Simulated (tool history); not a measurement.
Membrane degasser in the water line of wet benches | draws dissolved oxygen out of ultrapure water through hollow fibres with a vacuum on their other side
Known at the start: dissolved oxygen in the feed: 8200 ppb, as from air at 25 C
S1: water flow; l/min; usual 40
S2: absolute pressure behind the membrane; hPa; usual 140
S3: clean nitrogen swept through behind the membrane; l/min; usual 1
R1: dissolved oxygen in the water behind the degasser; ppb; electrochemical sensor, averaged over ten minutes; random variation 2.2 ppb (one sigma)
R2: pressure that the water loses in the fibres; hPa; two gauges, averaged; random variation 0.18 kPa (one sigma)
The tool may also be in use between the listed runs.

{"run": 1, "hour": 0.0, "S1": 40, "S2": 140, "S3": 1, "R1": 822.8, "R2": 503.4}
{"run": 2, "hour": 52.8, "S1": 40, "S2": 140, "S3": 1, "R1": 821.5, "R2": 505.4}
{"run": 3, "hour": 84.5, "S1": 40, "S2": 140, "S3": 1, "R1": 825.9, "R2": 507.9}
{"run": 4, "hour": 124.3, "S1": 40, "S2": 285, "S3": 1, "R1": 1705.5, "R2": 505.7}
{"run": 5, "hour": 173.0, "S1": 40, "S2": 285, "S3": 1, "R1": 1706.6, "R2": 511.5}
{"run": 6, "hour": 222.5, "S1": 40, "S2": 122, "S3": 1, "R1": 699, "R2": 507.9}
{"run": 7, "hour": 252.1, "S1": 40, "S2": 122, "S3": 0.46, "R1": 1173.6, "R2": 504}
{"run": 8, "hour": 298.1, "S1": 40, "S2": 122, "S3": 0.46, "R1": 1172, "R2": 504.2}
{"hour": 303.3, "done": "vacuum gauge calibrated"}
{"run": 9, "hour": 350.3, "S1": 59, "S2": 122, "S3": 0.46, "R1": 1491.8, "R2": 748.4}
{"run": 10, "hour": 376.4, "S1": 59, "S2": 122, "S3": 0.46, "R1": 1491.9, "R2": 748.2}
{"run": 11, "hour": 436.4, "S1": 59, "S2": 122, "S3": 0.46, "R1": 1490.7, "R2": 751.5}
{"run": 12, "hour": 474.7, "S1": 40, "S2": 140, "S3": 1.58, "R1": 590.4, "R2": 508.1}
{"run": 13, "hour": 506.0, "S1": 40, "S2": 140, "S3": 1.58, "R1": 589.2, "R2": 506.6}
{"hour": 558.6, "done": "vacuum gauge calibrated, once more"}
{"run": 14, "hour": 560.2, "S1": 40, "S2": 140, "S3": 0.74, "R1": 1011.6, "R2": 508.1}
{"run": 15, "hour": 607.1, "S1": 62, "S2": 98, "S3": 1.89, "R1": 489, "R2": 784.5}
{"run": 16, "hour": 642.4, "S1": 62, "S2": 235, "S3": 0.81, "R1": 2175.7, "R2": 783.3}
{"run": 17, "hour": 704.0, "S1": 40, "S2": 105, "S3": 1, "R1": 577, "R2": 508.4}
{"run": 18, "hour": 754.7, "S1": 40, "S2": 186, "S3": 1, "R1": 1119.2, "R2": 505.5}
{"run": 19, "hour": 796.7, "S1": 44, "S2": 191, "S3": 2.35, "R1": 652.5, "R2": 557.8}
{"run": 20, "hour": 844.4, "S1": 37, "S2": 191, "S3": 2.35, "R1": 558.6, "R2": 470.3}
{"run": 21, "hour": 876.7, "S1": 37, "S2": 191, "S3": 2.35, "R1": 562.2, "R2": 469.9}
{"run": 22, "hour": 904.3, "S1": 35, "S2": 85, "S3": 1.66, "R1": 259.9, "R2": 446.8}
{"run": 23, "hour": 938.9, "S1": 28, "S2": 279, "S3": 1.66, "R1": 869.6, "R2": 359.3}
{"run": 24, "hour": 996.7, "S1": 28, "S2": 279, "S3": 1.66, "R1": 870.4, "R2": 358.3}
{"run": 25, "hour": 1036.7, "S1": 55, "S2": 122, "S3": 2, "R1": 551.2, "R2": 701.1}
{"run": 26, "hour": 1088.6, "S1": 55, "S2": 122, "S3": 1.82, "R1": 589.8, "R2": 699.3}
{"run": 27, "hour": 1146.1, "S1": 55, "S2": 122, "S3": 1.82, "R1": 589, "R2": 696.7}

Forecast each of these 3 alternatives for the next run:
{"run": "A", "hour": 1178.5, "S1": 40, "S2": 128, "S3": 0.49, "R1": "?", "R2": "?"}
{"run": "B", "hour": 1178.5, "S1": 45, "S2": 122, "S3": 1.82, "R1": "?", "R2": "?"}
{"run": "C", "hour": 1178.5, "S1": 55, "S2": 122, "S3": 1.62, "R1": "?", "R2": "?"}

run=A R1=1192.7 R2=510.6
run=B R1=493 R2=571.6
run=C R1=642.9 R2=702.6
Without the tool's hidden state the same runs would have given:
run=A R1=1191.1 R2=506.8
run=B R1=488.4 R2=567.3
run=C R1=637.7 R2=697.4
